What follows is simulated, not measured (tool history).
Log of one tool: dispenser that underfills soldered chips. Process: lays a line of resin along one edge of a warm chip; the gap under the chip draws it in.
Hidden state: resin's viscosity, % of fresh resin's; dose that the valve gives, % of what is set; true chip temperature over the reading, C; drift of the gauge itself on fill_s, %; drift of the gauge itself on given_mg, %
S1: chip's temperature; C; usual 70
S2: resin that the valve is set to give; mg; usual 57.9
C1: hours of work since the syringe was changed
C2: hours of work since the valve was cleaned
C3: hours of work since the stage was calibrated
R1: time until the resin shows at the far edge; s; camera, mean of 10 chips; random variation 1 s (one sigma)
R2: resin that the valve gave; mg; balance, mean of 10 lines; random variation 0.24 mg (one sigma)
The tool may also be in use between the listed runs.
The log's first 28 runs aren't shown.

run,day,S1,S2,C1,C2,C3,R1,R2
# day 5.229: new syringe of resin
29,5.229,69,64.4,0,18,143,102.9,63.72
30,5.417,76,60.6,3,21,147,93.4,59.66
# day 5.625: new syringe of resin
31,5.633,71,60.6,0,25,150,97.6,59.37
32,5.758,71,60.6,2,27,152,106.1,59.87
33,5.958,70,58.1,6,31,156,122.1,56.68
# day 6.012: new syringe of resin
34,6.175,70,58.1,3,34,159,108.5,56.72
35,6.325,73,74.5,5,37,162,106.0,72.54
# day 6.392: new syringe of resin
36,6.442,67,64.3,1,39,164,111.1,62.22

4 ways to go on from here, each from the tool as it stands after run 36. What would each give?
A,6.608,67,57.9,4,42,167,?,?
B,6.608,72,58.4,4,42,167,?,?
C,6.608,75,67.9,4,42,167,?,?
D,6.608,70,50.8,4,42,167,?,?

run,R1,R2
A,122.8,55.98
B,107.5,56.61
C,96.3,66.31
D,114.3,49.15
Without the tool's hidden state the same runs would have given:
run,R1,R2
A,108.2,57.57
B,94.8,58.22
C,85.0,68.19
D,100.5,50.54

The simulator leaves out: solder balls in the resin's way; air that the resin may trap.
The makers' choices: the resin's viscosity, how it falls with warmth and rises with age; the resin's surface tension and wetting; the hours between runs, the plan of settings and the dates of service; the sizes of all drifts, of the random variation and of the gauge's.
